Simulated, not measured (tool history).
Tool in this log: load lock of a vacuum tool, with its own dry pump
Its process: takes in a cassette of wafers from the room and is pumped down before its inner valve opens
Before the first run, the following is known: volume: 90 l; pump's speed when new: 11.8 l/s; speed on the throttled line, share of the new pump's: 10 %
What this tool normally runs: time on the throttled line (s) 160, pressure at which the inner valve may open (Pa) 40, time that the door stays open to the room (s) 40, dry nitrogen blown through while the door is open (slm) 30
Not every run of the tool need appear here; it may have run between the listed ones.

| run | day | time on the throttled line (s) | pressure at which the inner valve may open (Pa) | time that the door stays open to the room (s) | dry nitrogen blown through while the door is open (slm) | incoming humidity of the room's air, % | time from the closed door until the inner valve may open (s) | rise of the pressure with all valves shut (Pa/min) |
|---|---|---|---|---|---|---|---|---|
| 1 | 0.000 | 160 | 40 | 40 | 30 | 43.1 | 206.2 | 0.104 |
| 2 | 9.742 | 160 | 40 | 40 | 30 | 47.0 | 207.7 | 0.115 |
| 3 | 16.492 | 160 | 44 | 40 | 30 | 45.2 | 205.0 | 0.115 |
| 4 | 21.833 | 160 | 44 | 40 | 30 | 46.7 | 205.5 | 0.116 |
| 5 | 26.604 | 160 | 44 | 40 | 30 | 46.6 | 205.5 | 0.118 |
| 6 | 35.196 | 160 | 44 | 40 | 30 | 42.4 | 207.1 | 0.119 |
| 7 | 39.917 | 160 | 44 | 40 | 30 | 46.5 | 205.3 | 0.121 |

What does the tool deliver on the next run?
| 8 | 50.121 | 160 | 31 | 40 | 4 | 46.8 | ? | ? |

{"run 8": {"time from the closed door until the inner valve may open (s)": 207.9, "rise of the pressure with all valves shut (Pa/min)": 0.14}}
If the tool had no hidden condition, the same run with the same run-to-run variation would have returned time from the closed door until the inner valve may open (s) 204.9, rise of the pressure with all valves shut (Pa/min) 0.037.
